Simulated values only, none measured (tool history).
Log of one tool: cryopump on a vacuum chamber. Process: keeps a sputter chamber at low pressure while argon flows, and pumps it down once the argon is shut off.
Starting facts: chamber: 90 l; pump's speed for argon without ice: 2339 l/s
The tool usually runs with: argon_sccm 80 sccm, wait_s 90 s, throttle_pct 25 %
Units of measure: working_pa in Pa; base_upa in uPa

Run 1, day 0.000: usual settings. Result: working_pa 0.2375 Pa, base_upa 0.67 uPa.
Run 2, day 0.567: usual settings but wait_s 264 s. Result: working_pa 0.2371 Pa, base_upa 0.44 uPa.
Run 3, day 1.150: usual settings. Result: working_pa 0.2387 Pa, base_upa 0.65 uPa.
Run 4, day 1.758: usual settings. Result: working_pa 0.2381 Pa, base_upa 0.68 uPa.
Run 5, day 2.096: usual settings. Result: working_pa 0.2381 Pa, base_upa 0.70 uPa.
Run 6, day 2.642: usual settings. Result: working_pa 0.2388 Pa, base_upa 0.68 uPa.
Run 7, day 3.217: usual settings but argon_sccm 103 sccm, wait_s 62 s, throttle_pct 30 %. Result: working_pa 0.2557 Pa, base_upa 0.86 uPa.
Run 8, day 3.483: usual settings but argon_sccm 144 sccm, wait_s 20 s, throttle_pct 21 %. Result: working_pa 0.5087 Pa, base_upa 1.90 uPa.
Run 9, day 3.946: usual settings but argon_sccm 110 sccm, wait_s 67 s, throttle_pct 32 %. Result: working_pa 0.2573 Pa, base_upa 0.81 uPa.
Run 10, day 4.521: usual settings but argon_sccm 110 sccm, wait_s 67 s, throttle_pct 32 %. Result: working_pa 0.2593 Pa, base_upa 0.82 uPa.
Run 11, day 4.929: usual settings but argon_sccm 38 sccm, wait_s 27 s. Result: working_pa 0.1137 Pa, base_upa 1.56 uPa.

5 ways to go on from here, each from the tool as it stands after run 11. What would each give?
Run A, day 5.408: usual settings but argon_sccm 52 sccm, wait_s 66 s, throttle_pct 19 %. Result: working_pa ?, base_upa ?.
Run B, day 5.408: usual settings but argon_sccm 44 sccm, wait_s 27 s, throttle_pct 30 %. Result: working_pa ?, base_upa ?.
Run C, day 5.408: usual settings but argon_sccm 85 sccm, wait_s 92 s, throttle_pct 43 %. Result: working_pa ?, base_upa ?.
Run D, day 5.408: usual settings but argon_sccm 38 sccm, wait_s 27 s, throttle_pct 48 %. Result: working_pa ?, base_upa ?.
Run E, day 5.408: usual settings but argon_sccm 38 sccm, wait_s 49 s, throttle_pct 31 %. Result: working_pa ?, base_upa ?.

run  working_pa  base_upa
  A      0.2031      0.88
  B      0.1106      1.58
  C      0.1499      0.68
  D      0.0607      1.52
  E      0.0925      1.01
Had the tool no hidden state, the same runs would have come out as:
run  working_pa  base_upa
  A      0.1980      0.68
  B      0.1063      1.38
  C      0.1417      0.48
  D      0.0570      1.32
  E      0.0888      0.81

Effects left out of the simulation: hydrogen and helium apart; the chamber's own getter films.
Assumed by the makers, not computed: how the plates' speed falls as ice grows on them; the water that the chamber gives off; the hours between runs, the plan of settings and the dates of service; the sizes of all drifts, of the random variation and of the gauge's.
